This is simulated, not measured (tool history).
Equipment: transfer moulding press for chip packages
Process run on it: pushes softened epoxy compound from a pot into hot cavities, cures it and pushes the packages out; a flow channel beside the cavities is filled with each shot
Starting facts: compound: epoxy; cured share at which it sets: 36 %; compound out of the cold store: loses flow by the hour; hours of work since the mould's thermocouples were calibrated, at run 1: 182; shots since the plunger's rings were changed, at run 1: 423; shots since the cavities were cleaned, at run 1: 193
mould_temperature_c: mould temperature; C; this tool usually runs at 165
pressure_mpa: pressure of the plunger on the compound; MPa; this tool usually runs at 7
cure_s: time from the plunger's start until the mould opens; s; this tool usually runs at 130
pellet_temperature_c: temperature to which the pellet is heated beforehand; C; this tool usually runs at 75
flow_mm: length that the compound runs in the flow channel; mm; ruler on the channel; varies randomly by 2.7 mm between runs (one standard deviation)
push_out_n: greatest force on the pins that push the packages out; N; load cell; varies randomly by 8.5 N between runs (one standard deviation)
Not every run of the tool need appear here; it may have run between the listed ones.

run   hour  mould_temperature_c  pressure_mpa  cure_s  pellet_temperature_c  hours of work since the mould's thermocouples were calibrated  shots since the plunger's rings were changed  shots since the cavities were cleaned  incoming compound's hours out of the cold store  flow_mm  push_out_n
  1      0                  165             7     130                    75                                                            182                                           423                                    193                                             11.6      888         452
  2     27                  165             7     130                    75                                                            196                                           604                                    374                                             27.6      812         489
  3   58.1                  165             7     111                    75                                                            211                                           813                                    583                                             33.6      783         612
  4   96.3                  165             7     111                    75                                                            230                                          1069                                    839                                             38.4      760         663
     111.3  -- cavities cleaned with cleaning compound and waxed
  5  121.1                  165             7     111                    75                                                            241                                          1225                                     65                                             47.9      721         450
  6  146.7                  165             7     130                    75                                                            254                                          1397                                    237                                             41.3      742         451
  7  176.9                  165             7     130                    75                                                            268                                          1599                                    439                                               44      730         501
  8  197.4                  165             7     130                    75                                                            278                                          1737                                    577                                             32.3      776         523
  9  228.7                  165             7     130                    75                                                            294                                          1946                                    786                                             33.4      772         574
     250.4  -- cavities cleaned with cleaning compound and waxed
 10    251                  165             7     130                    75                                                            304                                          2086                                      4                                              8.1      884         377
 11  273.8                  165             7     130                    75                                                            315                                          2238                                    156                                             28.4      787         431
 12  292.4                  165             7     130                    75                                                            324                                          2363                                    281                                               32      773         469
 13  312.8                  165             7     130                    75                                                            334                                          2500                                    418                                             20.8      814         501
 14  331.7                  165             7     130                    75                                                            344                                          2627                                    545                                             33.3      762         504
 15  363.7                  171             7     130                    75                                                            359                                          2841                                    759                                             37.4      730         515
     390.7  -- cavities cleaned with cleaning compound and waxed
 16  398.2                  166             7     130                    75                                                            375                                          3063                                     51                                             14.3      840         420
 17  415.7                  161           5.9     165                    66                                                            384                                          3180                                    168                                             36.4      697         414
 18  447.4                  158          6.88     120                    65                                                            400                                          3392                                    380                                             40.3      741         760
 19  483.6                  158           8.2     120                    75                                                            417                                          3635                                    623                                             35.1      840         841
 20  507.1                  165          7.98     132                    81                                                            429                                          3792                                    780                                             37.3      785         533
       531  -- cavities cleaned with cleaning compound and waxed
 21  539.2                  165          6.66     161                    66                                                            444                                          3997                                     55                                             44.7      689         377
 22  561.1                  170          6.84     130                    65                                                            455                                          4144                                    202                                             40.3      699         425
     602.6  -- plunger's sealing rings changed
 23  602.6                  160             7     127                    75                                                            474                                             0                                    464                                             45.1      759         585
 24  643.5                  168             7     130                    75                                                            494                                           274                                    738                                             26.8      809         538
 25  667.5                  168          8.44     130                    79                                                            505                                           435                                    899                                              9.8      967         509
     673.1  -- cavities cleaned with cleaning compound and waxed
 26  698.6                  165          5.43     130                    82                                                            520                                           634                                    172                                             33.4      688         420
 27  736.4                  169          5.43     120                    69                                                            538                                           887                                    425                                             17.3      739         492
 28  767.5                  169          5.43     120                    69                                                            554                                          1095                                    633                                             46.1      630         504

Alternative continuations, all from the tool just after run 28; predict every row:
  A  797.5                  168          7.35     154                    75                                                            568                                          1296                                    834                                               15        ?           ?
  B  797.5                  169          5.22     155                    69                                                            568                                          1296                                    834                                             31.6        ?           ?
  C  797.5                  165          6.66     152                    75                                                            568                                          1296                                    834                                              8.6        ?           ?

run  flow_mm  push_out_n
  A      877         524
  B      668         503
  C      868         523
Take away the tool's hidden state, keep each run's random variation, and the runs would have read:
run  flow_mm  push_out_n
  A      893         356
  B      681         340
  C      884         352
